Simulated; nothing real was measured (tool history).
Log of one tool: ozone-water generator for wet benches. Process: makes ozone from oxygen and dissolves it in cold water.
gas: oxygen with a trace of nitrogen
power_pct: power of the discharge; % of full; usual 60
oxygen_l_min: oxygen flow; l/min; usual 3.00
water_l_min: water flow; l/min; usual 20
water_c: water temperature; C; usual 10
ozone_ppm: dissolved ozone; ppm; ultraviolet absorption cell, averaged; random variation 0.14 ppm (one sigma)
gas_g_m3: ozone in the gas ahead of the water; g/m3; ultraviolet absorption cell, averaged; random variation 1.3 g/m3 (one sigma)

run   hour  power_pct  oxygen_l_min  water_l_min  water_c  ozone_ppm  gas_g_m3
  1    0.0         60          3.00           20       10       14.9     232.2
  2   94.0         91          3.00           20       10       20.9     331.2
  3  176.4         91          3.00           20       11       20.9     332.3
  4  271.3         91          3.00           20       11       20.7     326.9
  5  357.0         60          2.17           20       10       12.9     262.2
  6  407.3         93          3.00           20       10       20.9     332.7
  7  481.7         93          3.00           20       15       19.9     329.6
  8  556.2         93          3.00           20       15       19.7     334.1
  9  669.1         53          3.11           20       10       13.3     202.9
 10  741.2         53          3.11           24        6       11.0     203.4
 11  830.0         60          2.27           23       15       10.4     255.1
 12  902.6         49          3.15           20        9       12.4     187.2

Forecast each of these 3 alternatives for the next run:
  A  959.8         46          3.72           26       10          ?         ?
  B  959.8         49          3.15           25        7          ?         ?
  C  959.8         60          1.52           14       10          ?         ?

run  ozone_ppm  gas_g_m3
  A        9.2     166.3
  B        9.8     188.9
  C       16.5     295.6
Without the tool's hidden state the same runs would have given:
run  ozone_ppm  gas_g_m3
  A        9.9     172.6
  B       10.5     196.7
  C       17.9     310.9
